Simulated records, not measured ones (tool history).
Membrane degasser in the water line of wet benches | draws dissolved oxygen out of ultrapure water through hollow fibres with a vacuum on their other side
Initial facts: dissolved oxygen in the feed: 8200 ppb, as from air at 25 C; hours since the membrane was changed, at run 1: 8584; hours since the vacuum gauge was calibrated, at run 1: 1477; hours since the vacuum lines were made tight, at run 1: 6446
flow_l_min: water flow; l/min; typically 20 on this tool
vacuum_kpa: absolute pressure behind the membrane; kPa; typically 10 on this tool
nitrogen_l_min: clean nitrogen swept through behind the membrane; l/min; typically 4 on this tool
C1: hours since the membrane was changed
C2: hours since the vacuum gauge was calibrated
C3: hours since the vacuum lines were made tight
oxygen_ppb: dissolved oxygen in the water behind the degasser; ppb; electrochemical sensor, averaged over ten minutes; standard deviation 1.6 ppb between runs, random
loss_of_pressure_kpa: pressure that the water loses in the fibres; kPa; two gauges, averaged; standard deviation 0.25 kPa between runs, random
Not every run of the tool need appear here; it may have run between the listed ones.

run 1 hour=0 | flow_l_min=20 vacuum_kpa=10 nitrogen_l_min=4 | C1=8584 C2=1477 C3=6446 | oxygen_ppb=157.6 loss_of_pressure_kpa=65.64
run 2 hour=212.4 | flow_l_min=20 vacuum_kpa=10 nitrogen_l_min=4 | C1=8796 C2=1689 C3=6659 | oxygen_ppb=155 loss_of_pressure_kpa=65.21
run 3 hour=516.4 | flow_l_min=20 vacuum_kpa=10 nitrogen_l_min=4 | C1=9100 C2=1993 C3=6963 | oxygen_ppb=156.6 loss_of_pressure_kpa=65.86
run 4 hour=683.8 | flow_l_min=21 vacuum_kpa=10 nitrogen_l_min=4 | C1=9268 C2=2161 C3=7130 | oxygen_ppb=171.1 loss_of_pressure_kpa=68.46
run 5 hour=882.5 | flow_l_min=20 vacuum_kpa=10 nitrogen_l_min=9.46 | C1=9466 C2=2359 C3=7329 | oxygen_ppb=110.8 loss_of_pressure_kpa=65.24
run 6 hour=1153.6 | flow_l_min=20 vacuum_kpa=10 nitrogen_l_min=9.46 | C1=9737 C2=2630 C3=7600 | oxygen_ppb=109.7 loss_of_pressure_kpa=65.25
run 7 hour=1321.2 | flow_l_min=20 vacuum_kpa=6.6 nitrogen_l_min=4 | C1=9905 C2=2798 C3=7767 | oxygen_ppb=116.2 loss_of_pressure_kpa=65.01
run 8 hour=1634.7 | flow_l_min=20 vacuum_kpa=10 nitrogen_l_min=7.06 | C1=10218 C2=3111 C3=8081 | oxygen_ppb=123.8 loss_of_pressure_kpa=65.21
run 9 hour=1908.5 | flow_l_min=16 vacuum_kpa=10 nitrogen_l_min=6.16 | C1=10492 C2=3385 C3=8355 | oxygen_ppb=84.7 loss_of_pressure_kpa=51.64
run 10 hour=2161.7 | flow_l_min=29 vacuum_kpa=10.6 nitrogen_l_min=4.18 | C1=10745 C2=3639 C3=8608 | oxygen_ppb=293.8 loss_of_pressure_kpa=94.32
run 11 hour=2407.2 | flow_l_min=30 vacuum_kpa=12.3 nitrogen_l_min=6.83 | C1=10991 C2=3884 C3=8853 | oxygen_ppb=279.2 loss_of_pressure_kpa=96.67
run 12 hour=2598 | flow_l_min=30 vacuum_kpa=12.3 nitrogen_l_min=6.83 | C1=11182 C2=4075 C3=9044 | oxygen_ppb=285.4 loss_of_pressure_kpa=96.42
run 13 hour=2874.3 | flow_l_min=13 vacuum_kpa=8.5 nitrogen_l_min=6.83 | C1=11458 C2=4351 C3=9320 | oxygen_ppb=48.4 loss_of_pressure_kpa=41.69
run 14 hour=3121 | flow_l_min=16 vacuum_kpa=18.1 nitrogen_l_min=8.21 | C1=11705 C2=4598 C3=9567 | oxygen_ppb=113.4 loss_of_pressure_kpa=50.93
run 15 hour=3325.3 | flow_l_min=16 vacuum_kpa=18.1 nitrogen_l_min=8.21 | C1=11909 C2=4802 C3=9771 | oxygen_ppb=112.9 loss_of_pressure_kpa=51.31
run 16 hour=3530 | flow_l_min=15 vacuum_kpa=20.5 nitrogen_l_min=1.91 | C1=12114 C2=5007 C3=9976 | oxygen_ppb=345.6 loss_of_pressure_kpa=47.93

Forecast each of these 3 alternatives for the next run:
-- hour=3640.3 gauge calibrated
run A hour=3757.1 | flow_l_min=22 vacuum_kpa=19.1 nitrogen_l_min=1.99 | C1=12341 C2=5234 C3=10203 | oxygen_ppb=? loss_of_pressure_kpa=?
-- hour=3640.3 gauge calibrated
run B hour=3757.1 | flow_l_min=31 vacuum_kpa=10 nitrogen_l_min=6.72 | C1=12341 C2=5234 C3=10203 | oxygen_ppb=? loss_of_pressure_kpa=?
-- hour=3640.3 gauge calibrated
run C hour=3757.1 | flow_l_min=24 vacuum_kpa=6 nitrogen_l_min=1.83 | C1=12341 C2=5234 C3=10203 | oxygen_ppb=? loss_of_pressure_kpa=?

run=A oxygen_ppb=486.9 loss_of_pressure_kpa=72.35
run=B oxygen_ppb=269.1 loss_of_pressure_kpa=101.82
run=C oxygen_ppb=203.5 loss_of_pressure_kpa=78.76
With no hidden state in the tool, these same runs would have given:
run=A oxygen_ppb=486.5 loss_of_pressure_kpa=72.37
run=B oxygen_ppb=268.5 loss_of_pressure_kpa=101.84
run=C oxygen_ppb=203.1 loss_of_pressure_kpa=78.78
